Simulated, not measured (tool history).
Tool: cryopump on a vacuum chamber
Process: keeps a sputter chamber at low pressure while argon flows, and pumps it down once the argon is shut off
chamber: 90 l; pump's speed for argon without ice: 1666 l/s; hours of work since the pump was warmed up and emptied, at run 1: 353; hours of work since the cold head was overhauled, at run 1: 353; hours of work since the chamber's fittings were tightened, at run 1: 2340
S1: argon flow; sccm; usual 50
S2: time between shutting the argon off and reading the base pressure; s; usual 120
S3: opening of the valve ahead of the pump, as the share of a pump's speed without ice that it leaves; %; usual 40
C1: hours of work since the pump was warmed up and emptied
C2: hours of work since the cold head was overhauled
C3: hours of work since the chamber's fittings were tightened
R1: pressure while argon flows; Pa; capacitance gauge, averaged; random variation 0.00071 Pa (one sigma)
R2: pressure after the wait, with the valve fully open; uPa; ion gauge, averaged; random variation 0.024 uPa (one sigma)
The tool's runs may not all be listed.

run	hour	S1	S2	S3	C1	C2	C3	R1	R2
1	0.0	50	120	40	353	353	2340	0.1315	2.15
2	10.5	50	120	40	362	362	2349	0.1314	2.10
3	21.9	50	120	40	371	371	2358	0.1324	2.12
4	31.7	50	120	40	380	380	2366	0.1325	2.07
5	44.5	50	120	40	390	390	2377	0.1308	2.16
6	56.2	50	120	40	400	400	2386	0.1319	2.06
7	72.3	50	120	40	413	413	2400	0.1324	2.14
8	83.4	50	120	40	422	422	2409	0.1325	2.21
9	94.0	50	120	40	431	431	2417	0.1334	2.09
10	110.0	50	120	40	444	444	2431	0.1330	2.25
11	119.2	50	120	40	451	451	2438	0.1328	2.17
12	128.6	50	120	40	459	459	2446	0.1326	2.27
13	137.6	50	120	40	466	466	2453	0.1328	2.15
14	150.6	50	120	40	477	477	2464	0.1333	2.23
15	163.2	50	120	40	487	487	2474	0.1323	2.28
16	176.2	74	120	40	498	498	2485	0.1967	2.27
17	185.6	74	120	40	506	506	2493	0.1967	2.22
18	195.2	50	120	40	514	514	2500	0.1342	2.28
19	209.7	45	120	40	525	525	2512	0.1211	2.31
20	217.3	56	151	36	532	532	2519	0.1646	2.09
21	228.0	56	151	36	541	541	2527	0.1656	2.15
22	243.9	32	51	40	554	554	2540	0.0852	3.24
23	258.7	41	113	40	566	566	2553	0.1106	2.39
24	267.5	71	27	28	573	573	2560	0.2663	4.67
25	281.7	71	27	28	585	585	2571	0.2674	4.72
26	296.9	71	27	28	597	597	2584	0.2691	4.72
27	308.9	50	257	40	607	607	2594	0.1349	1.93
28	316.8	69	184	47	613	613	2600	0.1597	2.04
# hour 324.0: pump warmed up, emptied and cooled again
29	332.0	68	120	29	7	622	2609	0.2389	2.21
30	338.6	84	40	40	12	627	2614	0.2149	3.54
31	346.3	66	28	40	18	633	2620	0.1687	4.50
32	353.9	61	44	40	25	640	2627	0.1561	3.46
33	365.8	45	93	40	34	649	2636	0.1150	2.37
34	378.4	50	30	40	45	660	2647	0.1287	4.27
35	390.1	50	120	44	54	669	2656	0.1151	2.22

Hidden state at the last listed run before each entry between runs and at the first one after, where it differs:
Between runs 28 and 29: pump warmed up, emptied and cooled again (hour 324.0)
  pump's speed, % of a pump's without ice: 87.6 -> 99.4; leak into the chamber, uPa l/s: 2340 -> 2346
  measured less the result without the state, R1: +0.0109 -> +0.0013 Pa; R2: +1.43 -> +1.27 uPa
